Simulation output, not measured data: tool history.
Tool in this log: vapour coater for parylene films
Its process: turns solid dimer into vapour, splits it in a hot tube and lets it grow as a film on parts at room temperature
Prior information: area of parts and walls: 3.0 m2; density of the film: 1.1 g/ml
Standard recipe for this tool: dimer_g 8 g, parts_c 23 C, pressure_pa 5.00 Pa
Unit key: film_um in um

run   hour  dimer_g  parts_c  pressure_pa  film_um
  1    0.0        8       23         5.00     1.54
  2   35.3        8       23         5.00     1.55
  3   90.3        8       15         5.00     2.12
  4  138.6        8       15         5.00     2.10
  5  171.0        8       23         5.00     1.51
  6  204.3        8       23         5.00     1.46
  7  262.2        8       23         5.00     1.48
  8  292.1        8       23         5.00     1.38
  9  325.1        8       23         3.35     1.55
     355.9  -- trap's valve overhauled
 10  356.5        6       23         3.92     1.31
 11  382.6        6       23         3.92     1.32
 12  436.2        9       23         3.92     1.90
 13  486.0        6       18        10.34     1.26
 14  527.8        8       16         2.89     2.27
 15  585.2        6       28         5.00     0.94
 16  635.2        6       28         5.00     0.94
 17  662.2        6       28         5.00     0.92
 18  726.9        6       28         5.00     0.91

Measured result minus the same run's result without the hidden state. Both carry the same run-to-run variation, though not necessarily the same gauge scatter:
The hidden state here: vapour lost through the trap's worn valve, %; true temperature of the parts over the reading, C; drift of the gauge itself on film_um, %.
run  film_um
  1    -0.11
  2    -0.12
  3    -0.20
  4    -0.24
  5    -0.19
  6    -0.20
  7    -0.22
  8    -0.23
  9    -0.27
 10    -0.02
 11    -0.03
 12    -0.08
 13    -0.07
 14    -0.12
 15    -0.08
 16    -0.09
 17    -0.10
 18    -0.11
